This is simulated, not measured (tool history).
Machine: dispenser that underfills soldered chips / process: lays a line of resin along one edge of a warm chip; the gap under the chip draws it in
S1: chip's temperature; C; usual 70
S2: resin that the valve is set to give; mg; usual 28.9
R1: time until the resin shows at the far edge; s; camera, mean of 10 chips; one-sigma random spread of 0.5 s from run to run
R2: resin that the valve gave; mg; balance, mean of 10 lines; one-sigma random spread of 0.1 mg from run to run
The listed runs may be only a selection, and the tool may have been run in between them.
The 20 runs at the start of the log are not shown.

-- day=5.071 new syringe of resin
run 21 day=5.312 | S1=66 S2=25.6 | R1=58.2 R2=24.34
run 22 day=5.612 | S1=72 S2=28.9 | R1=58.9 R2=27.27
-- day=5.746 new syringe of resin
run 23 day=5.779 | S1=60 S2=29.5 | R1=62.9 R2=27.98
run 24 day=6.033 | S1=70 S2=25.4 | R1=49.6 R2=24.16
run 25 day=6.283 | S1=81 S2=36.8 | R1=37.0 R2=34.90
-- day=6.425 new syringe of resin
run 26 day=6.583 | S1=61 S2=27.2 | R1=68.3 R2=25.48
run 27 day=6.825 | S1=61 S2=27.2 | R1=88.6 R2=25.45
run 28 day=7.054 | S1=55 S2=26.1 | R1=150.8 R2=24.40
-- day=7.121 new syringe of resin
run 29 day=7.225 | S1=79 S2=37.2 | R1=27.4 R2=34.69
run 30 day=7.388 | S1=77 S2=28.9 | R1=34.1 R2=27.09
run 31 day=7.538 | S1=73 S2=28.9 | R1=47.6 R2=27.13
-- day=7.729 dispensing valve cleaned and set on the balance
-- day=7.850 new syringe of resin
run 32 day=7.888 | S1=73 S2=28.9 | R1=33.1 R2=28.83
run 33 day=8.117 | S1=73 S2=28.9 | R1=41.7 R2=28.72
run 34 day=8.371 | S1=58 S2=31.3 | R1=112.9 R2=31.14
-- day=8.533 new syringe of resin
run 35 day=8.675 | S1=57 S2=29.4 | R1=78.1 R2=29.23

3 options for the next run, each taken on its own from the tool as it stands now. Forecast them:
run A day=8.912 | S1=85 S2=26.1 | R1=? R2=?
run B day=8.912 | S1=64 S2=26.2 | R1=? R2=?
run C day=8.912 | S1=67 S2=29.4 | R1=? R2=?

run=A R1=26.0 R2=25.65
run=B R1=70.1 R2=25.78
run=C R1=61.3 R2=28.95
Had the tool no hidden state, the same runs would have come out as:
run=A R1=19.8 R2=25.97
run=B R1=54.2 R2=26.10
run=C R1=47.4 R2=29.31
